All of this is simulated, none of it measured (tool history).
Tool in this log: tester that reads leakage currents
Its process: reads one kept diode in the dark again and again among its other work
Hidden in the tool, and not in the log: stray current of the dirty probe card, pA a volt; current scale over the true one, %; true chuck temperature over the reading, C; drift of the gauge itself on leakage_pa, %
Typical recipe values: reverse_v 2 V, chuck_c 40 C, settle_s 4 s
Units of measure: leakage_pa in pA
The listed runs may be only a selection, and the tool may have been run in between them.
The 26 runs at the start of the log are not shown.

run,hour,reverse_v,chuck_c,settle_s,hours of work since the probe card was cleaned,hours of work since the tester was calibrated,hours of work since the chuck was calibrated,leakage_pa
27,4484.5,5.53,20,3.79,1140,3032,756,11.7
# hour 4631.6: tester calibrated
28,4686.3,2.56,43,4.45,1289,41,905,37.09
29,4849.9,9.95,40,3.64,1411,163,1028,52.44
30,5042.2,9.95,54,4.41,1555,307,1171,120.52
31,5181.5,9.95,54,4.41,1659,411,1275,121.37
32,5384.4,9.95,54,4.41,1810,562,1427,122.23
# hour 5612.2: probe card cleaned and baked
33,5633,9.95,54,1.38,16,746,1610,117.92
34,5880.3,18.61,26,1.12,200,930,1795,26.67

What will run 35 give?
35,6127.6,18.61,26,1.12,385,1115,1980,?

{"run 35": {"leakage_pa": 28.3}}
The same run, on a tool lacking any hidden state, would have yielded leakage_pa 22.9 pA.

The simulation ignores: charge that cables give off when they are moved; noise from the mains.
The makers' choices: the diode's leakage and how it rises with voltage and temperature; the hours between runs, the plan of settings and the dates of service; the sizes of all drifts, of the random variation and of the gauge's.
